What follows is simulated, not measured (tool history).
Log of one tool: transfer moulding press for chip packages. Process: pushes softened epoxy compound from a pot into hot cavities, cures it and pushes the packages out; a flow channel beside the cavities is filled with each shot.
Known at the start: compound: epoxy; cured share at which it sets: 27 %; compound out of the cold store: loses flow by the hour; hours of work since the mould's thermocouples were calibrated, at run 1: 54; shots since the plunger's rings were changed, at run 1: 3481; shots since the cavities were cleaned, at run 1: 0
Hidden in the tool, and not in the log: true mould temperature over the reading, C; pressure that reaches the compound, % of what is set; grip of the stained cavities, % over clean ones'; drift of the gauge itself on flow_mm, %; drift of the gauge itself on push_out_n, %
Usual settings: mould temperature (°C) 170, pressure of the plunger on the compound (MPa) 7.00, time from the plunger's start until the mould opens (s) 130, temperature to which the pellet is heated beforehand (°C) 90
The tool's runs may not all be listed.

| run | day | mould temperature (°C) | pressure of the plunger on the compound (MPa) | time from the plunger's start until the mould opens (s) | temperature to which the pellet is heated beforehand (°C) | hours of work since the mould's thermocouples were calibrated | shots since the plunger's rings were changed | shots since the cavities were cleaned | incoming compound's hours out of the cold store | length that the compound runs in the flow channel (mm) | greatest force on the pins that push the packages out (N) |
|---|---|---|---|---|---|---|---|---|---|---|---|
| 1 | 0.000 | 170 | 7.00 | 130 | 90 | 54 | 3481 | 0 | 10.6 | 719 | 250 |
|  | 0.267 | plunger's sealing rings changed |
| 2 | 0.583 | 170 | 7.00 | 130 | 90 | 62 | 80 | 120 | 45.7 | 632 | 303 |
| 3 | 1.042 | 170 | 6.12 | 130 | 90 | 70 | 195 | 235 | 9.8 | 692 | 340 |
| 4 | 1.433 | 170 | 6.12 | 130 | 90 | 77 | 292 | 332 | 13.4 | 677 | 349 |
| 5 | 1.738 | 170 | 6.12 | 130 | 90 | 83 | 368 | 408 | 9.7 | 690 | 378 |
|  | 1.967 | cavities cleaned with cleaning compound and waxed |
| 6 | 2.138 | 170 | 6.12 | 130 | 90 | 89 | 452 | 42 | 30.5 | 630 | 272 |
| 7 | 2.521 | 170 | 6.12 | 130 | 90 | 96 | 549 | 139 | 23.3 | 647 | 305 |
| 8 | 2.825 | 170 | 6.12 | 130 | 95 | 101 | 624 | 214 | 22.2 | 653 | 310 |
| 9 | 3.217 | 164 | 7.00 | 130 | 90 | 108 | 722 | 312 | 46.7 | 640 | 433 |
| 10 | 3.658 | 164 | 7.00 | 130 | 90 | 116 | 833 | 423 | 19.7 | 719 | 453 |
|  | 3.804 | cavities cleaned with cleaning compound and waxed |
| 11 | 3.962 | 170 | 7.00 | 130 | 90 | 120 | 894 | 40 | 30.0 | 671 | 252 |
| 12 | 4.450 | 170 | 7.00 | 130 | 90 | 129 | 1015 | 161 | 24.5 | 687 | 313 |
| 13 | 4.888 | 170 | 7.00 | 130 | 90 | 137 | 1125 | 271 | 35.7 | 654 | 332 |
| 14 | 5.121 | 171 | 7.00 | 130 | 90 | 141 | 1183 | 329 | 15.4 | 714 | 331 |
|  | 5.646 | cavities cleaned with cleaning compound and waxed |
| 15 | 5.646 | 165 | 5.27 | 130 | 90 | 149 | 1298 | 0 | 22.5 | 611 | 293 |
| 16 | 5.904 | 165 | 5.27 | 130 | 90 | 154 | 1363 | 65 | 39.4 | 569 | 315 |
| 17 | 6.225 | 175 | 5.27 | 147 | 90 | 160 | 1443 | 145 | 26.1 | 581 | 266 |
| 18 | 6.725 | 175 | 7.56 | 147 | 90 | 169 | 1568 | 270 | 46.8 | 635 | 309 |
| 19 | 7.108 | 164 | 7.56 | 142 | 90 | 176 | 1664 | 366 | 8.4 | 783 | 405 |
|  | 7.512 | cavities cleaned with cleaning compound and waxed |
| 20 | 7.675 | 164 | 7.56 | 142 | 90 | 185 | 1790 | 41 | 16.3 | 750 | 305 |
| 21 | 7.946 | 164 | 7.56 | 144 | 90 | 189 | 1857 | 108 | 21.3 | 735 | 334 |
| 22 | 8.312 | 175 | 7.00 | 111 | 81 | 196 | 1949 | 200 | 29.5 | 656 | 326 |
| 23 | 8.788 | 163 | 7.00 | 126 | 90 | 204 | 2068 | 319 | 32.4 | 679 | 480 |
| 24 | 9.112 | 168 | 7.00 | 137 | 90 | 210 | 2150 | 401 | 19.0 | 700 | 367 |
|  | 9.371 | cavities cleaned with cleaning compound and waxed |
| 25 | 9.542 | 168 | 7.54 | 164 | 82 | 217 | 2241 | 42 | 21.1 | 720 | 252 |
| 26 | 9.854 | 170 | 7.54 | 164 | 86 | 222 | 2319 | 120 | 35.7 | 673 | 271 |
| 27 | 10.125 | 172 | 7.00 | 130 | 88 | 227 | 2387 | 188 | 33.2 | 648 | 297 |
| 28 | 10.588 | 172 | 7.00 | 122 | 91 | 235 | 2503 | 304 | 24.9 | 673 | 336 |

Forecast each of these 5 alternatives for the next run:
| A | 10.992 | 170 | 6.71 | 130 | 90 | 243 | 2604 | 405 | 40.9 | ? | ? |
| B | 10.992 | 170 | 5.38 | 163 | 90 | 243 | 2604 | 405 | 10.1 | ? | ? |
| C | 10.992 | 177 | 7.00 | 156 | 95 | 243 | 2604 | 405 | 40.6 | ? | ? |
| D | 10.992 | 170 | 7.00 | 125 | 90 | 243 | 2604 | 405 | 23.6 | ? | ? |
| E | 10.992 | 178 | 7.00 | 130 | 90 | 243 | 2604 | 405 | 15.9 | ? | ? |

| run | length that the compound runs in the flow channel (mm) | greatest force on the pins that push the packages out (N) |
|---|---|---|
| A | 620 | 350 |
| B | 633 | 332 |
| C | 620 | 334 |
| D | 680 | 368 |
| E | 689 | 345 |
Without the tool's hidden state the same runs would have given:
| run | length that the compound runs in the flow channel (mm) | greatest force on the pins that push the packages out (N) |
|---|---|---|
| A | 637 | 243 |
| B | 650 | 226 |
| C | 637 | 228 |
| D | 699 | 258 |
| E | 707 | 237 |
